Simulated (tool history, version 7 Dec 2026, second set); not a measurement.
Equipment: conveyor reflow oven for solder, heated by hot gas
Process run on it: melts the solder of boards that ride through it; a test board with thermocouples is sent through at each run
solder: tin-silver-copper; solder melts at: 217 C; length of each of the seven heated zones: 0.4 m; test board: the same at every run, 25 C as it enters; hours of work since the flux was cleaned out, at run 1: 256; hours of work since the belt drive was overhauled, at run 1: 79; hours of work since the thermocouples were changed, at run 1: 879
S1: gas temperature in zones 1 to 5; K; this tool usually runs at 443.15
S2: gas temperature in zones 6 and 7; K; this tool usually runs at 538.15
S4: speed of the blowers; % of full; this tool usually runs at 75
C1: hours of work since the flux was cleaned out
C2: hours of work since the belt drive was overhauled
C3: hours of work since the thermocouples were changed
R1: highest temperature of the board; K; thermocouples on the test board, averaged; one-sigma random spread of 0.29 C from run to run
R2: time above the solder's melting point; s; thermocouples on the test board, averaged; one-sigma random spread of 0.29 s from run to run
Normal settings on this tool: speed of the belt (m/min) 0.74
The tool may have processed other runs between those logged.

run 1 hour=0 | S1=443.15 S2=538.15 speed_of_the_belt_(m/min)=0.74 S4=75 | C1=256 C2=79 C3=879 | R1=519.25 R2=42.6
-- hour=39 thermocouples of zones 6 and 7 changed
-- hour=57.3 flux residue cleaned out of gas plates and filters
run 2 hour=87.3 | S1=443.15 S2=536.15 speed_of_the_belt_(m/min)=0.74 S4=75 | C1=24 C2=143 C3=35 | R1=514.85 R2=38.3
run 3 hour=178.2 | S1=437.15 S2=538.15 speed_of_the_belt_(m/min)=0.74 S4=75 | C1=96 C2=216 C3=107 | R1=514.25 R2=35.9
-- hour=209.8 flux residue cleaned out of gas plates and filters, once more
run 4 hour=222.7 | S1=443.15 S2=538.15 speed_of_the_belt_(m/min)=0.718 S4=75 | C1=10 C2=247 C3=139 | R1=521.95 R2=46.6
run 5 hour=264.1 | S1=443.15 S2=532.15 speed_of_the_belt_(m/min)=0.74 S4=75 | C1=43 C2=280 C3=172 | R1=516.05 R2=40.2
run 6 hour=353 | S1=443.15 S2=533.15 speed_of_the_belt_(m/min)=0.74 S4=58 | C1=114 C2=351 C3=242 | R1=512.45 R2=35.4
run 7 hour=444.7 | S1=443.15 S2=533.15 speed_of_the_belt_(m/min)=0.74 S4=58 | C1=187 C2=424 C3=316 | R1=511.55 R2=34.8
run 8 hour=537.9 | S1=445.15 S2=538.15 speed_of_the_belt_(m/min)=0.82 S4=75 | C1=262 C2=498 C3=390 | R1=515.55 R2=35.4
-- hour=587.1 flux residue cleaned out of gas plates and filters
run 9 hour=633.2 | S1=443.15 S2=544.15 speed_of_the_belt_(m/min)=0.82 S4=53 | C1=37 C2=570 C3=462 | R1=516.85 R2=35.1
run 10 hour=679 | S1=443.15 S2=544.15 speed_of_the_belt_(m/min)=0.819 S4=75 | C1=73 C2=607 C3=498 | R1=522.55 R2=40.4

What if the next run were any one of these 5? Each begins from the tool's condition after run 10:
run A hour=741.7 | S1=443.15 S2=535.15 speed_of_the_belt_(m/min)=0.74 S4=75 | C1=123 C2=657 C3=548 | R1=? R2=?
run B hour=741.7 | S1=444.15 S2=529.15 speed_of_the_belt_(m/min)=0.74 S4=75 | C1=123 C2=657 C3=548 | R1=? R2=?
run C hour=741.7 | S1=443.15 S2=538.15 speed_of_the_belt_(m/min)=0.717 S4=75 | C1=123 C2=657 C3=548 | R1=? R2=?
run D hour=741.7 | S1=432.15 S2=537.15 speed_of_the_belt_(m/min)=0.748 S4=75 | C1=123 C2=657 C3=548 | R1=? R2=?
run E hour=741.7 | S1=439.15 S2=526.15 speed_of_the_belt_(m/min)=0.74 S4=75 | C1=123 C2=657 C3=548 | R1=? R2=?

run=A R1=518.95 R2=42.6
run=B R1=513.35 R2=39.1
run=C R1=521.85 R2=46.6
run=D R1=517.25 R2=38.1
run=E R1=510.25 R2=34.5
What these runs would have given with no unlogged condition in the tool:
run=A R1=518.65 R2=42.2
run=B R1=513.15 R2=38.7
run=C R1=521.65 R2=46.1
run=D R1=517.15 R2=37.8
run=E R1=509.95 R2=34.1

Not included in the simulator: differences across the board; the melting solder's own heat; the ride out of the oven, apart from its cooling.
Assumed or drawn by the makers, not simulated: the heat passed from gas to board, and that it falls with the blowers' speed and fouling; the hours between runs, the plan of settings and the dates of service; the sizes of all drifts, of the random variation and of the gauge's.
